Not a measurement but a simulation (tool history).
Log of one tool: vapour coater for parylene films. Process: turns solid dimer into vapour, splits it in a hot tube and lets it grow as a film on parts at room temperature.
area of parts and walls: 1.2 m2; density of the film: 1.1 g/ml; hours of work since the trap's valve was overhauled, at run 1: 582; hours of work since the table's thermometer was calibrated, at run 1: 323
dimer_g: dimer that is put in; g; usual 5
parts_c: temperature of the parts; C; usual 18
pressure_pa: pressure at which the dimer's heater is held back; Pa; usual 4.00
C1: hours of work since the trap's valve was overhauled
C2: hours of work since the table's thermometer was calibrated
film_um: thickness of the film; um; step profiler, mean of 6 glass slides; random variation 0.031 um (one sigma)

run 1 hour=0.0 | dimer_g=5 parts_c=18 pressure_pa=4.00 | C1=582 C2=323 | film_um=2.74
-- hour=28.9 trap's valve overhauled
run 2 hour=39.7 | dimer_g=5 parts_c=18 pressure_pa=4.00 | C1=9 C2=354 | film_um=2.59
run 3 hour=91.8 | dimer_g=5 parts_c=16 pressure_pa=4.00 | C1=53 C2=398 | film_um=2.78
run 4 hour=135.0 | dimer_g=5 parts_c=16 pressure_pa=4.00 | C1=90 C2=434 | film_um=2.76
run 5 hour=162.1 | dimer_g=5 parts_c=16 pressure_pa=4.00 | C1=113 C2=458 | film_um=2.73
run 6 hour=207.8 | dimer_g=5 parts_c=18 pressure_pa=4.08 | C1=152 C2=496 | film_um=2.57
run 7 hour=235.0 | dimer_g=5 parts_c=11 pressure_pa=4.00 | C1=175 C2=520 | film_um=3.13
-- hour=266.7 trap's valve overhauled, once more
run 8 hour=285.0 | dimer_g=5 parts_c=18 pressure_pa=4.00 | C1=16 C2=559 | film_um=2.90
run 9 hour=340.1 | dimer_g=7 parts_c=18 pressure_pa=4.00 | C1=62 C2=605 | film_um=3.97
run 10 hour=363.7 | dimer_g=2 parts_c=18 pressure_pa=4.00 | C1=82 C2=625 | film_um=1.13
run 11 hour=405.6 | dimer_g=2 parts_c=18 pressure_pa=4.00 | C1=118 C2=661 | film_um=1.15
run 12 hour=449.8 | dimer_g=5 parts_c=21 pressure_pa=8.35 | C1=156 C2=699 | film_um=2.19
run 13 hour=492.9 | dimer_g=4 parts_c=21 pressure_pa=4.98 | C1=192 C2=735 | film_um=1.94
run 14 hour=540.1 | dimer_g=4 parts_c=25 pressure_pa=2.26 | C1=232 C2=775 | film_um=2.09
run 15 hour=595.6 | dimer_g=3 parts_c=22 pressure_pa=2.70 | C1=280 C2=823 | film_um=1.63
run 16 hour=648.7 | dimer_g=5 parts_c=18 pressure_pa=4.09 | C1=325 C2=868 | film_um=2.74
run 17 hour=698.4 | dimer_g=6 parts_c=23 pressure_pa=2.02 | C1=367 C2=910 | film_um=3.36
run 18 hour=754.7 | dimer_g=4 parts_c=18 pressure_pa=2.41 | C1=415 C2=958 | film_um=2.45
run 19 hour=789.4 | dimer_g=4 parts_c=18 pressure_pa=2.41 | C1=444 C2=987 | film_um=2.45
run 20 hour=839.2 | dimer_g=4 parts_c=13 pressure_pa=2.46 | C1=487 C2=1030 | film_um=2.80
run 21 hour=876.7 | dimer_g=2 parts_c=20 pressure_pa=10.00 | C1=518 C2=1062 | film_um=0.84

Run 22 comes next. What will it give?
run 22 hour=933.0 | dimer_g=7 parts_c=17 pressure_pa=3.98 | C1=566 C2=1109 | film_um=?

film_um: 3.84 um
Without the tool's hidden state the same run would have given film_um 4.14 um.
